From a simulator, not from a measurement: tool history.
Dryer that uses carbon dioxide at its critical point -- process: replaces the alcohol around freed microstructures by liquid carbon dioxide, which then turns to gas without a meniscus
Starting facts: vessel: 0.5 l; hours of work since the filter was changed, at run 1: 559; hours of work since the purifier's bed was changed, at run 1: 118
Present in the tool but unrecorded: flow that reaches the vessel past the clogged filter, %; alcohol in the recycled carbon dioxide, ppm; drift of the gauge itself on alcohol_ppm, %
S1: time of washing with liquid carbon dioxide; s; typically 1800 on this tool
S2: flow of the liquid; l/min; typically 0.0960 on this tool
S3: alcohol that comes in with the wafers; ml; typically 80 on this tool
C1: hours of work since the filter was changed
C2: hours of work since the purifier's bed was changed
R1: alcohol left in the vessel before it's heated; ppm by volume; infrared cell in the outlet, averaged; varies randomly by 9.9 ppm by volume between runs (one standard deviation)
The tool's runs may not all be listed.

run,day,S1,S2,S3,C1,C2,R1
1,0.000,1800,0.0960,80,559,118,1274
# day 0.133: inlet filter changed
2,0.704,1800,0.0960,20,11,130,180
3,1.175,1800,0.0960,20,20,139,172
4,2.038,1800,0.0960,20,36,155,176
5,2.654,1800,0.0960,80,47,167,678
6,3.329,1800,0.0595,80,60,179,5276
7,4.162,1800,0.0595,80,76,195,5312
8,4.842,1200,0.0960,53,89,208,2841
9,5.800,1200,0.0960,53,107,226,2868
10,6.525,1200,0.0960,53,120,240,2928
11,7.504,1200,0.0960,53,139,258,2980
12,8.325,1200,0.0960,34,154,273,1926

What does the tool deliver on the next run?
13,8.775,1200,0.0644,34,163,282,?

{"run 13": {"R1": 6037}}
On a tool with no hidden condition, and with the same random variation, this run would have come out at R1 5269 ppm by volume.
